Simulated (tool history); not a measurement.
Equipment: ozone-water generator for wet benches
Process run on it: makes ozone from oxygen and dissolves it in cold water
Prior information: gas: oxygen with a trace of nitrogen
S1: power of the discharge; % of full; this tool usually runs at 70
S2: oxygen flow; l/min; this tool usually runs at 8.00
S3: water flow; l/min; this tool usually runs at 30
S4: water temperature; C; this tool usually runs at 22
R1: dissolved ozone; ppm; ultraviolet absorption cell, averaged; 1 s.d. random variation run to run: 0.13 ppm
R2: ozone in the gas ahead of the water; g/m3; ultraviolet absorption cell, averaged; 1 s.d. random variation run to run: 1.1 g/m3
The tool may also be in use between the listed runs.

run 1 day=0.000 | S1=70 S2=8.00 S3=30 S4=22 | R1=14.9 R2=190.1
run 2 day=2.208 | S1=70 S2=8.00 S3=30 S4=22 | R1=14.7 R2=190.5
run 3 day=4.450 | S1=70 S2=8.00 S3=30 S4=22 | R1=14.7 R2=190.8
run 4 day=6.646 | S1=70 S2=8.00 S3=30 S4=22 | R1=14.8 R2=192.5
run 5 day=8.125 | S1=70 S2=8.00 S3=30 S4=22 | R1=14.7 R2=191.3
-- day=8.796 contactor cleaned
run 6 day=9.858 | S1=70 S2=8.00 S3=30 S4=22 | R1=15.0 R2=190.5
run 7 day=11.488 | S1=70 S2=8.00 S3=24 S4=22 | R1=18.3 R2=191.4
run 8 day=13.529 | S1=70 S2=8.00 S3=24 S4=22 | R1=18.4 R2=192.3
run 9 day=14.712 | S1=70 S2=8.00 S3=24 S4=22 | R1=18.1 R2=192.0
run 10 day=16.579 | S1=70 S2=8.00 S3=30 S4=22 | R1=14.9 R2=190.7
run 11 day=18.958 | S1=70 S2=8.00 S3=30 S4=22 | R1=14.9 R2=190.8
run 12 day=21.075 | S1=88 S2=4.84 S3=30 S4=17 | R1=16.9 R2=272.9

For run 13, what comes out?
run 13 day=23.392 | S1=88 S2=4.84 S3=30 S4=17 | R1=? R2=?

R1: 17.0 ppm
R2: 271.6 g/m3
Take away the tool's hidden state, keep the run-to-run variation as it was, and the same run would have given R1 17.0 ppm, R2 271.6 g/m3.

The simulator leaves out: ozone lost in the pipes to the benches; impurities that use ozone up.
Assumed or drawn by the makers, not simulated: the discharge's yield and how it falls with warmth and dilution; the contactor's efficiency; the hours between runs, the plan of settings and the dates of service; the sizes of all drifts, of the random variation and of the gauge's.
